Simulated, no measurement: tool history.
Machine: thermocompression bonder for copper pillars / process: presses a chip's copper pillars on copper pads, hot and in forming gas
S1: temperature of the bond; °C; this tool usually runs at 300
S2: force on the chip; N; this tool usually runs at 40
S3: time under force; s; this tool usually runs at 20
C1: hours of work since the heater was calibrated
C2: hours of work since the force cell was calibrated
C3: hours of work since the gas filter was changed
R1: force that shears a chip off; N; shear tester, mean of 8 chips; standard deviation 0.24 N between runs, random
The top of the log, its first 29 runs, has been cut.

| run | day | S1 | S2 | S3 | C1 | C2 | C3 | R1 |
|---|---|---|---|---|---|---|---|---|
| 30 | 56.458 | 300 | 25 | 20 | 72 | 1265 | 44 | 29.5 |
| 31 | 58.212 | 300 | 25 | 20 | 101 | 1294 | 73 | 29.3 |
| 32 | 59.829 | 296 | 30 | 15 | 127 | 1320 | 99 | 28.8 |
| 33 | 62.525 | 300 | 59 | 20 | 171 | 1364 | 143 | 52.1 |
| 34 | 64.208 | 284 | 33 | 17 | 199 | 1392 | 171 | 28.3 |
|  | 65.171 | force cell calibrated |
| 35 | 67.175 | 300 | 54 | 19 | 246 | 33 | 218 | 50.9 |
| 36 | 68.546 | 300 | 54 | 19 | 269 | 55 | 241 | 50.4 |
| 37 | 71.417 | 322 | 32 | 57 | 316 | 102 | 288 | 60.3 |
| 38 | 72.608 | 329 | 45 | 13 | 335 | 122 | 307 | 48.7 |
| 39 | 73.842 | 284 | 38 | 13 | 356 | 142 | 327 | 29.0 |
| 40 | 75.812 | 290 | 51 | 11 | 388 | 174 | 360 | 35.8 |

Predict each of these 4 candidate next runs independently; none follows another, all start after run 40:
| A | 78.062 | 290 | 34 | 54 | 425 | 211 | 397 | ? |
| B | 78.062 | 272 | 40 | 20 | 425 | 211 | 397 | ? |
| C | 78.062 | 307 | 58 | 13 | 425 | 211 | 397 | ? |
| D | 78.062 | 290 | 47 | 11 | 425 | 211 | 397 | ? |

| run | R1 |
|---|---|
| A | 47.5 |
| B | 31.1 |
| C | 47.7 |
| D | 33.3 |
With no hidden state in the tool, these same runs would have given:
| run | R1 |
|---|---|
| A | 51.2 |
| B | 33.3 |
| C | 51.4 |
| D | 35.7 |
